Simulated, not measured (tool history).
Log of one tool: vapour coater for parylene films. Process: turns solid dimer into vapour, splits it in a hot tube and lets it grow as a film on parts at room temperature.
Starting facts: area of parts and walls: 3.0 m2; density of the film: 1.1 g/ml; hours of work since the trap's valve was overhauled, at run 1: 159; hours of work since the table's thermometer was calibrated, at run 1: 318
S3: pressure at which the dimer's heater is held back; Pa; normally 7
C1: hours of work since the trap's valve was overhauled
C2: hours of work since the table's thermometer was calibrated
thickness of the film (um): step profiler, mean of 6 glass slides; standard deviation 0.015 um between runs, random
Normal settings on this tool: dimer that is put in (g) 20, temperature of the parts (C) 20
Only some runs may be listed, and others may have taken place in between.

Run 1, hour 0: usual settings; C1 159; C2 318. Result: thickness of the film (um) 3.08.
Run 2, hour 20.4: usual settings; C1 170; C2 329. Result: thickness of the film (um) 3.06.
Run 3, hour 33.7: usual settings; C1 178; C2 337. Result: thickness of the film (um) 3.09.
Run 4, hour 54.4: usual settings but temperature of the parts (C) 13; C1 189; C2 348. Result: thickness of the film (um) 3.62.
Run 5, hour 65.2: usual settings but temperature of the parts (C) 24; C1 196; C2 355. Result: thickness of the film (um) 2.78.
Run 6, hour 74.4: usual settings but temperature of the parts (C) 24; C1 201; C2 360. Result: thickness of the film (um) 2.79.
Run 7, hour 85.3: usual settings but temperature of the parts (C) 24; C1 207; C2 366. Result: thickness of the film (um) 2.78.
Run 8, hour 106.3: usual settings but temperature of the parts (C) 24; C1 219; C2 378. Result: thickness of the film (um) 2.75.
Run 9, hour 116.2: usual settings but temperature of the parts (C) 24; C1 225; C2 384. Result: thickness of the film (um) 2.76.
At hour 123: trap's valve overhauled.
Run 10, hour 129.9: usual settings; C1 4; C2 389. Result: thickness of the film (um) 3.02.
Run 11, hour 142.9: usual settings; C1 11; C2 397. Result: thickness of the film (um) 2.98.
Run 12, hour 162.3: usual settings; C1 22; C2 408. Result: thickness of the film (um) 2.96.
At hour 171.9: trap's valve overhauled, once more.
Run 13, hour 183: usual settings but dimer that is put in (g) 16; C1 6; C2 417. Result: thickness of the film (um) 2.54.
Run 14, hour 199.6: usual settings but dimer that is put in (g) 16; C1 16; C2 427. Result: thickness of the film (um) 2.54.
Run 15, hour 209.6: usual settings but dimer that is put in (g) 16; C1 21; C2 432. Result: thickness of the film (um) 2.54.
Run 16, hour 225.1: usual settings but dimer that is put in (g) 16; C1 30; C2 441. Result: thickness of the film (um) 2.52.
Run 17, hour 237.7: usual settings; C1 37; C2 448. Result: thickness of the film (um) 3.16.
Run 18, hour 252.3: usual settings but temperature of the parts (C) 14; C1 46; C2 457. Result: thickness of the film (um) 3.62.
Run 19, hour 271.6: usual settings but temperature of the parts (C) 14; C1 57; C2 468. Result: thickness of the film (um) 3.63.
Run 20, hour 291: usual settings but temperature of the parts (C) 14; C1 68; C2 479. Result: thickness of the film (um) 3.59.
Run 21, hour 309.8: usual settings but temperature of the parts (C) 14; C1 79; C2 489. Result: thickness of the film (um) 3.6.
Run 22, hour 324.6: usual settings but dimer that is put in (g) 13, temperature of the parts (C) 24, S3 2.41 Pa; C1 87; C2 498. Result: thickness of the film (um) 2.3.
Run 23, hour 334.6: usual settings but dimer that is put in (g) 12, temperature of the parts (C) 24, S3 6.39 Pa; C1 93; C2 503. Result: thickness of the film (um) 1.73.
Run 24, hour 352.3: usual settings but dimer that is put in (g) 24, temperature of the parts (C) 24, S3 6.39 Pa; C1 103; C2 513. Result: thickness of the film (um) 3.47.
Run 25, hour 362.6: usual settings but dimer that is put in (g) 24, temperature of the parts (C) 24, S3 6.39 Pa; C1 109; C2 519. Result: thickness of the film (um) 3.43.
Run 26, hour 372.9: usual settings but dimer that is put in (g) 24, temperature of the parts (C) 26; C1 114; C2 525. Result: thickness of the film (um) 3.18.
Run 27, hour 385.8: usual settings but dimer that is put in (g) 14, S3 4.03 Pa; C1 122; C2 533. Result: thickness of the film (um) 2.44.
Run 28, hour 402.9: usual settings but dimer that is put in (g) 14, temperature of the parts (C) 15, S3 4.03 Pa; C1 131; C2 542. Result: thickness of the film (um) 2.72.
Run 29, hour 413.2: usual settings but temperature of the parts (C) 16; C1 137; C2 548. Result: thickness of the film (um) 3.39.
Run 30, hour 428.6: usual settings but temperature of the parts (C) 30, S3 3.87 Pa; C1 146; C2 557. Result: thickness of the film (um) 2.74.
Run 31, hour 448: usual settings but temperature of the parts (C) 13, S3 3.75 Pa; C1 157; C2 568. Result: thickness of the film (um) 4.13.
Run 32, hour 468.9: usual settings but dimer that is put in (g) 22, temperature of the parts (C) 14, S3 3.58 Pa; C1 169; C2 580. Result: thickness of the film (um) 4.5.
Run 33, hour 480.9: usual settings but dimer that is put in (g) 11, temperature of the parts (C) 24; C1 176; C2 587. Result: thickness of the film (um) 1.52.
Run 34, hour 491.9: usual settings but dimer that is put in (g) 11, temperature of the parts (C) 24; C1 182; C2 593. Result: thickness of the film (um) 1.51.
Run 35, hour 502.6: usual settings but dimer that is put in (g) 9, temperature of the parts (C) 15; C1 188; C2 599. Result: thickness of the film (um) 1.52.
Run 36, hour 513.2: usual settings but dimer that is put in (g) 9, temperature of the parts (C) 15; C1 194; C2 605. Result: thickness of the film (um) 1.53.
Run 37, hour 529.1: usual settings but dimer that is put in (g) 22; C1 203; C2 614. Result: thickness of the film (um) 3.33.
Run 38, hour 548.3: usual settings but dimer that is put in (g) 14, temperature of the parts (C) 30, S3 3.03 Pa; C1 214; C2 625. Result: thickness of the film (um) 1.97.
Run 39, hour 558.7: usual settings but dimer that is put in (g) 31, temperature of the parts (C) 12, S3 11.72 Pa; C1 220; C2 631. Result: thickness of the film (um) 5.11.

3 options for the next run, each taken on its own from the tool as it stands now. Forecast them:
At hour 573.5: trap's valve overhauled.
Run A, hour 582.2: usual settings but dimer that is put in (g) 27, temperature of the parts (C) 14; C1 5; C2 642. Result: thickness of the film (um) ?.
At hour 573.5: trap's valve overhauled.
Run B, hour 582.2: usual settings but dimer that is put in (g) 13, temperature of the parts (C) 12, S3 11.72 Pa; C1 5; C2 642. Result: thickness of the film (um) ?.
At hour 573.5: trap's valve overhauled.
Run C, hour 582.2: usual settings but temperature of the parts (C) 29; C1 5; C2 642. Result: thickness of the film (um) ?.

run  thickness of the film (um)
  A                         4.9
  B                        2.26
  C                        2.52
Take away the tool's hidden state, keep each run's random variation, and the runs would have read:
run  thickness of the film (um)
  A                        5.02
  B                        2.32
  C                        2.58

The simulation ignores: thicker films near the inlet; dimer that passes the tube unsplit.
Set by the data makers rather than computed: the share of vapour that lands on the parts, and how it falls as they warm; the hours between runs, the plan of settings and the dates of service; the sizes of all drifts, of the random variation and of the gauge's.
